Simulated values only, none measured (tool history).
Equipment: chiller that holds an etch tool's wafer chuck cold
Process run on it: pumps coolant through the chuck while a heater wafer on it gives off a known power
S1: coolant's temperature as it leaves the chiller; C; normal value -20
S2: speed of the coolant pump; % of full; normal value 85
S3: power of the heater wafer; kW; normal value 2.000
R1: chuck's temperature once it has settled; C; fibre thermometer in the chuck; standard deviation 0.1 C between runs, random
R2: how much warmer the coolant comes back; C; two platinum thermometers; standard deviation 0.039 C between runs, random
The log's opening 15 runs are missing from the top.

run 16 hour=715.2 | S1=-20 S2=85 S3=2.000 | R1=5.5 R2=8.17
-- hour=771.8 coolant changed, channels flushed
run 17 hour=788.7 | S1=-17 S2=85 S3=2.414 | R1=8.6 R2=9.88
run 18 hour=854.1 | S1=-17 S2=100 S3=1.235 | R1=-5.6 R2=4.23
run 19 hour=895.3 | S1=-20 S2=100 S3=2.581 | R1=4.3 R2=8.96
run 20 hour=955.5 | S1=-26 S2=75 S3=2.016 | R1=-2.0 R2=9.44
run 21 hour=1017.3 | S1=-19 S2=97 S3=1.584 | R1=-4.0 R2=5.67
run 22 hour=1066.9 | S1=-19 S2=64 S3=2.530 | R1=15.4 R2=13.96
run 23 hour=1098.7 | S1=-19 S2=64 S3=2.530 | R1=15.5 R2=13.98
run 24 hour=1128.0 | S1=-19 S2=61 S3=1.212 | R1=-2.1 R2=7.05
run 25 hour=1199.8 | S1=-19 S2=61 S3=1.212 | R1=-2.2 R2=7.14
run 26 hour=1270.3 | S1=-25 S2=70 S3=1.387 | R1=-7.5 R2=6.98
run 27 hour=1303.2 | S1=-13 S2=85 S3=1.041 | R1=-2.1 R2=4.30
run 28 hour=1366.4 | S1=-16 S2=98 S3=2.409 | R1=7.7 R2=8.63
run 29 hour=1416.4 | S1=-23 S2=69 S3=2.903 | R1=15.3 R2=14.97
run 30 hour=1487.3 | S1=-20 S2=63 S3=2.000 | R1=8.1 R2=11.38
run 31 hour=1522.9 | S1=-10 S2=94 S3=2.000 | R1=10.5 R2=7.56

Alternative continuations, all from the tool just after run 31; predict every row:
run A hour=1578.7 | S1=-20 S2=60 S3=2.000 | R1=? R2=?
run B hour=1578.7 | S1=-13 S2=66 S3=2.515 | R1=? R2=?
run C hour=1578.7 | S1=-26 S2=71 S3=2.000 | R1=? R2=?
run D hour=1578.7 | S1=-24 S2=94 S3=2.000 | R1=? R2=?
run E hour=1578.7 | S1=-28 S2=85 S3=2.000 | R1=? R2=?

run=A R1=9.5 R2=12.04
run=B R1=21.7 R2=13.69
run=C R1=-0.3 R2=10.07
run=D R1=-3.7 R2=7.57
run=E R1=-5.8 R2=8.39
With no hidden state in the tool, these same runs would have given:
run=A R1=8.3 R2=11.52
run=B R1=20.1 R2=13.11
run=C R1=-1.2 R2=9.63
run=D R1=-4.3 R2=7.24
run=E R1=-6.5 R2=8.03
